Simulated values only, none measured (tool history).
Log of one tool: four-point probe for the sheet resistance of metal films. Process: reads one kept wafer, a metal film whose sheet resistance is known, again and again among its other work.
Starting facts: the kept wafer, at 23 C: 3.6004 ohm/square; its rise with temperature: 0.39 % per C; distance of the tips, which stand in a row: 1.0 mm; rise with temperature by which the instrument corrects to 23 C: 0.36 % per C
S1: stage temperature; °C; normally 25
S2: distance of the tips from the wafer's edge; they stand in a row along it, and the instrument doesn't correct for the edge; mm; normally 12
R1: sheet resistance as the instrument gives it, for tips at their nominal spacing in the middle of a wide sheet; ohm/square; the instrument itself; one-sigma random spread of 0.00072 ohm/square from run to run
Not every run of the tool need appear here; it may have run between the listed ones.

run    hour  S1  S2        R1
  1       0  25  12  3.603254
  2      82  31  12  3.608584
       92.9  -- stage's thermometer calibrated
  3   154.5  31  12  3.606799
  4   233.1  31  12  3.605696
  5   271.5  31  12  3.604199
  6   309.6  31  12  3.605055
  7   397.8  31  12  3.605133
  8   456.4  31  12   3.60318
  9   519.3  31  12  3.602636
 10   571.3  31  12  3.604954
 11   614.7  28  12  3.597815
 12   650.3  21  12  3.592266
 13   715.3  31  12  3.601194
 14   792.9  29  12  3.598478
 15   860.6  29  12    3.5992
 16   940.3  29  12  3.598478
 17  1003.6  29   5  3.659065
 18  1086.2  22  74   3.57771
 19  1154.1  29  19    3.5878
 20  1196.1  24  12  3.592508
 21  1238.5  22  12  3.588487
 22  1319.1  27  12  3.593581
 23  1380.6  27  12  3.592858
 24  1454.3  27  12  3.591429
 25  1537.7  18  18  3.576178
 26  1605.5  18  18  3.575124
 27  1649.8  20  14  3.580123
 28  1710.7  33  49  3.583146
 29  1780.7  27  71  3.575982
 30  1844.6  27  71  3.575467
     1912.4  -- new probe head fitted
 31  1924.1  19  64  3.591117

4 ways to go on from here, each from the tool as it stands after run 31. What would each give?
  A  1968.2  23  12   ?
  B  1968.2  20  37   ?
  C  1968.2  31  41   ?
  D  1968.2  32  37   ?

run        R1
  A   3.60933
  B  3.593837
  C  3.603147
  D  3.605132
Without the tool's hidden state the same runs would have given:
run        R1
  A  3.614435
  B   3.59891
  C  3.608274
  D  3.610265

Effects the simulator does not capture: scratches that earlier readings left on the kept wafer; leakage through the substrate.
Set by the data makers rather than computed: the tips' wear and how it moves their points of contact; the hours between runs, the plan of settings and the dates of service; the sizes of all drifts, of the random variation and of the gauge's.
